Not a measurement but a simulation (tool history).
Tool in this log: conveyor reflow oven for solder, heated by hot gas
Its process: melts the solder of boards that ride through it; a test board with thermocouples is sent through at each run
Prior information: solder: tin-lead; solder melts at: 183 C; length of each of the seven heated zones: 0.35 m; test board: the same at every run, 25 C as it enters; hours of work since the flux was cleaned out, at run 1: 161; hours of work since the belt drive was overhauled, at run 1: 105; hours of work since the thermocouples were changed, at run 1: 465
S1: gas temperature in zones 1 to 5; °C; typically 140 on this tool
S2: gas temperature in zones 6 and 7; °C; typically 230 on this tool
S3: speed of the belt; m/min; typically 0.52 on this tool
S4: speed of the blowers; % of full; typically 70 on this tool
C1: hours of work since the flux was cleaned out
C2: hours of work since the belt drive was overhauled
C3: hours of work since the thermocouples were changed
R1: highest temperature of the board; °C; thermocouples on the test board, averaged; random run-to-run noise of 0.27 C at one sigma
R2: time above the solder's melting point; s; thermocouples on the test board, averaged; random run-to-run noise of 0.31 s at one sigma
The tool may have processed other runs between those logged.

run 1 hour=0 | S1=140 S2=230 S3=0.52 S4=70 | C1=161 C2=105 C3=465 | R1=216 R2=60.5
run 2 hour=45.7 | S1=140 S2=230 S3=0.52 S4=62 | C1=194 C2=138 C3=498 | R1=213.6 R2=57.7
run 3 hour=79.2 | S1=140 S2=230 S3=0.52 S4=62 | C1=219 C2=163 C3=523 | R1=213.2 R2=57.9
-- hour=95.1 flux residue cleaned out of gas plates and filters
run 4 hour=110 | S1=140 S2=230 S3=0.563 S4=70 | C1=11 C2=182 C3=542 | R1=212 R2=51.1
run 5 hour=149.4 | S1=140 S2=230 S3=0.563 S4=70 | C1=40 C2=211 C3=571 | R1=211.5 R2=51.2
run 6 hour=201 | S1=148 S2=230 S3=0.52 S4=70 | C1=78 C2=248 C3=608 | R1=215.6 R2=62.9
run 7 hour=241.3 | S1=148 S2=230 S3=0.52 S4=70 | C1=107 C2=278 C3=638 | R1=215.8 R2=62.4
run 8 hour=271.4 | S1=140 S2=230 S3=0.52 S4=70 | C1=129 C2=300 C3=660 | R1=213.7 R2=57.8
run 9 hour=300.9 | S1=138 S2=230 S3=0.52 S4=70 | C1=151 C2=322 C3=682 | R1=213.4 R2=56
run 10 hour=324.4 | S1=138 S2=230 S3=0.52 S4=70 | C1=168 C2=339 C3=699 | R1=213 R2=56.4
run 11 hour=376.3 | S1=138 S2=230 S3=0.52 S4=70 | C1=206 C2=377 C3=737 | R1=212.4 R2=56
-- hour=406.9 flux residue cleaned out of gas plates and filters
run 12 hour=410.6 | S1=140 S2=230 S3=0.52 S4=70 | C1=3 C2=398 C3=759 | R1=218.2 R2=62.8
-- hour=426.4 flux residue cleaned out of gas plates and filters, once more
run 13 hour=441.2 | S1=140 S2=230 S3=0.52 S4=70 | C1=11 C2=417 C3=777 | R1=218.6 R2=63.6
run 14 hour=465.1 | S1=140 S2=230 S3=0.46 S4=70 | C1=28 C2=435 C3=795 | R1=221.9 R2=75.4
run 15 hour=490.7 | S1=140 S2=230 S3=0.46 S4=70 | C1=47 C2=453 C3=814 | R1=221.5 R2=74.6
run 16 hour=542.8 | S1=140 S2=230 S3=0.421 S4=69 | C1=85 C2=492 C3=852 | R1=222.8 R2=83.9
run 17 hour=582.7 | S1=135 S2=230 S3=0.545 S4=70 | C1=115 C2=521 C3=881 | R1=215.3 R2=56.3
run 18 hour=631.8 | S1=140 S2=218 S3=0.52 S4=54 | C1=151 C2=557 C3=917 | R1=202.2 R2=45.3
run 19 hour=681.6 | S1=143 S2=230 S3=0.52 S4=60 | C1=187 C2=594 C3=954 | R1=215.2 R2=60.7
run 20 hour=704.5 | S1=143 S2=230 S3=0.52 S4=60 | C1=204 C2=610 C3=970 | R1=214.4 R2=60.7
-- hour=738 flux residue cleaned out of gas plates and filters
run 21 hour=747 | S1=137 S2=230 S3=0.473 S4=75 | C1=7 C2=638 C3=998 | R1=222.1 R2=72
run 22 hour=781.4 | S1=137 S2=233 S3=0.587 S4=52 | C1=32 C2=663 C3=1023 | R1=210 R2=46.2
run 23 hour=805.7 | S1=137 S2=233 S3=0.587 S4=52 | C1=50 C2=681 C3=1041 | R1=209.7 R2=46
run 24 hour=851.9 | S1=137 S2=233 S3=0.587 S4=52 | C1=83 C2=715 C3=1075 | R1=209.7 R2=45.8
run 25 hour=884 | S1=140 S2=230 S3=0.424 S4=70 | C1=107 C2=738 C3=1098 | R1=223.7 R2=83.5
run 26 hour=912.9 | S1=128 S2=219 S3=0.52 S4=54 | C1=128 C2=759 C3=1119 | R1=200.9 R2=39.4
-- hour=926.2 belt drive overhauled, speed set with a stopwatch
run 27 hour=949.1 | S1=131 S2=225 S3=0.434 S4=82 | C1=152 C2=17 C3=1143 | R1=219.1 R2=73.5
run 28 hour=978.9 | S1=131 S2=223 S3=0.434 S4=82 | C1=174 C2=39 C3=1165 | R1=217 R2=72.4
run 29 hour=1019.1 | S1=131 S2=223 S3=0.434 S4=82 | C1=203 C2=68 C3=1194 | R1=217.4 R2=71.8
-- hour=1055.1 flux residue cleaned out of gas plates and filters
run 30 hour=1071.7 | S1=131 S2=223 S3=0.424 S4=66 | C1=12 C2=103 C3=1229 | R1=216 R2=72.3

Forecast each of these 4 alternatives for the next run:
-- hour=1103 thermocouples of zones 6 and 7 changed
run A hour=1112.2 | S1=140 S2=230 S3=0.46 S4=70 | C1=40 C2=131 C3=7 | R1=? R2=?
-- hour=1103 thermocouples of zones 6 and 7 changed
run B hour=1112.2 | S1=144 S2=230 S3=0.551 S4=53 | C1=40 C2=131 C3=7 | R1=? R2=?
-- hour=1103 thermocouples of zones 6 and 7 changed
run C hour=1112.2 | S1=155 S2=234 S3=0.52 S4=51 | C1=40 C2=131 C3=7 | R1=? R2=?
-- hour=1103 thermocouples of zones 6 and 7 changed
run D hour=1112.2 | S1=131 S2=233 S3=0.43 S4=59 | C1=40 C2=131 C3=7 | R1=? R2=?

run=A R1=219.7 R2=72.4
run=B R1=209.5 R2=50.7
run=C R1=216.3 R2=66.2
run=D R1=219.7 R2=73.9
With the hidden condition removed and each run's random variation left untouched, the same runs would have given:
run=A R1=220 R2=72.7
run=B R1=209.8 R2=51.1
run=C R1=216.5 R2=66.4
run=D R1=220 R2=74.2

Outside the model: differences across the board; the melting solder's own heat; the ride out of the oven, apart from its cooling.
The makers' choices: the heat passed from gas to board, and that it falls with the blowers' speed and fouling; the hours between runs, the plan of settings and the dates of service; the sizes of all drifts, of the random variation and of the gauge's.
